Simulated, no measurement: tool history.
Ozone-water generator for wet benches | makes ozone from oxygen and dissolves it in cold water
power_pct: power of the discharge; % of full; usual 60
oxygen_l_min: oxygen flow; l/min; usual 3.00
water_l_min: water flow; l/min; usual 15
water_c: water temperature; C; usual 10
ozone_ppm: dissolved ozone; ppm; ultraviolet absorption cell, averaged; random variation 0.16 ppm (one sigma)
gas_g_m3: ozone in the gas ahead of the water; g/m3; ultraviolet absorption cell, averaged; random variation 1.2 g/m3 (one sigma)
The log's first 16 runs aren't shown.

run   hour  power_pct  oxygen_l_min  water_l_min  water_c  ozone_ppm  gas_g_m3
 17  522.9         60          3.00           15       13       19.5     213.5
 18  568.0         60          3.00           15       13       19.4     210.6
 19  611.5         47          3.00           15       11       16.2     176.4
 20  642.7         47          3.00           15       11       16.1     174.8
 21  665.1         80          2.06           20        8       16.9     311.7
 22  699.4         80          2.06           20        8       16.8     308.4
 23  721.6         42          3.00           11       10       19.4     161.4
 24  762.3         82          4.76           16        6       27.8     224.2

Run 25 comes next. What will it give?
 25  790.9         61          2.00           11       11          ?         ?

ozone_ppm: 23.7 ppm
gas_g_m3: 255.7 g/m3
Without the tool's hidden state the same run would have given ozone_ppm 25.3 ppm, gas_g_m3 260.2 g/m3.
